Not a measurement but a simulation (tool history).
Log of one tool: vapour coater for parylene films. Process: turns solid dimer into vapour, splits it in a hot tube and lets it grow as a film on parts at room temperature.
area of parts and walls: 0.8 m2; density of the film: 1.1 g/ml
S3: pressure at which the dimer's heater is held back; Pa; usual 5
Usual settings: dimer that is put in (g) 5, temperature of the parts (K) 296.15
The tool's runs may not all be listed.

Run 1, hour 0: usual settings. Result: thickness of the film (nm) 3250.
Run 2, hour 69.7: usual settings. Result: thickness of the film (nm) 3170.
Run 3, hour 135: usual settings but temperature of the parts (K) 303.15. Result: thickness of the film (nm) 2370.
Run 4, hour 179: usual settings but temperature of the parts (K) 303.15. Result: thickness of the film (nm) 2350.
Run 5, hour 243.5: usual settings but temperature of the parts (K) 303.15. Result: thickness of the film (nm) 2310.
Run 6, hour 275.8: usual settings but temperature of the parts (K) 295.15. Result: thickness of the film (nm) 3200.
Run 7, hour 326.6: usual settings but temperature of the parts (K) 295.15. Result: thickness of the film (nm) 3080.
Run 8, hour 399: usual settings but temperature of the parts (K) 295.15. Result: thickness of the film (nm) 3080.
Run 9, hour 476.8: usual settings. Result: thickness of the film (nm) 2940.
Run 10, hour 542.5: usual settings. Result: thickness of the film (nm) 2880.
Run 11, hour 578.2: usual settings. Result: thickness of the film (nm) 2850.
At hour 593.4: trap's valve overhauled.
Run 12, hour 633: usual settings but S3 5.38 Pa. Result: thickness of the film (nm) 3240.
Run 13, hour 688.9: usual settings but S3 5.38 Pa. Result: thickness of the film (nm) 3170.
Run 14, hour 752: usual settings but dimer that is put in (g) 3, temperature of the parts (K) 305.15, S3 6.64 Pa. Result: thickness of the film (nm) 1310.
Run 15, hour 800.9: usual settings but dimer that is put in (g) 3, temperature of the parts (K) 303.15, S3 2.56 Pa. Result: thickness of the film (nm) 1570.
Run 16, hour 839.4: usual settings but dimer that is put in (g) 2, temperature of the parts (K) 290.15, S3 2.01 Pa. Result: thickness of the film (nm) 1900.
Run 17, hour 913.2: usual settings but temperature of the parts (K) 291.15. Result: thickness of the film (nm) 3750.
Run 18, hour 964.3: usual settings but dimer that is put in (g) 2, temperature of the parts (K) 300.15. Result: thickness of the film (nm) 1060.
Run 19, hour 998.1: usual settings but dimer that is put in (g) 3, temperature of the parts (K) 300.15, S3 2.05 Pa. Result: thickness of the film (nm) 1820.
Run 20, hour 1068.1: usual settings but dimer that is put in (g) 4, temperature of the parts (K) 302.15, S3 2.39 Pa. Result: thickness of the film (nm) 2140.
Run 21, hour 1109.3: usual settings but dimer that is put in (g) 4, temperature of the parts (K) 302.15, S3 2.39 Pa. Result: thickness of the film (nm) 2090.
Run 22, hour 1175.5: usual settings but dimer that is put in (g) 2, S3 3.54 Pa. Result: thickness of the film (nm) 1190.
Run 23, hour 1223.7: usual settings but temperature of the parts (K) 292.15, S3 4.26 Pa. Result: thickness of the film (nm) 3460.
At hour 1262.9: trap's valve overhauled.
Run 24, hour 1292.6: usual settings but dimer that is put in (g) 9, temperature of the parts (K) 292.15, S3 6.45 Pa. Result: thickness of the film (nm) 6610.
Run 25, hour 1334.7: usual settings but dimer that is put in (g) 6, temperature of the parts (K) 292.15, S3 10.62 Pa. Result: thickness of the film (nm) 3980.

5 ways to go on from here, each from the tool as it stands after run 25. What would each give?
Run A, hour 1367.4: usual settings but dimer that is put in (g) 7, temperature of the parts (K) 293.15, S3 7.51 Pa. Result: thickness of the film (nm) ?.
Run B, hour 1367.4: usual settings but S3 4.7 Pa. Result: thickness of the film (nm) ?.
Run C, hour 1367.4: usual settings but temperature of the parts (K) 288.15. Result: thickness of the film (nm) ?.
Run D, hour 1367.4: usual settings but temperature of the parts (K) 299.15. Result: thickness of the film (nm) ?.
Run E, hour 1367.4: usual settings but temperature of the parts (K) 297.15, S3 10.62 Pa. Result: thickness of the film (nm) ?.

run  thickness of the film (nm)
  A                        4660
  B                        3250
  C                        4430
  D                        2780
  E                        2680
Without the tool's hidden state the same runs would have given:
run  thickness of the film (nm)
  A                        4860
  B                        3380
  C                        4620
  D                        2890
  E                        2790
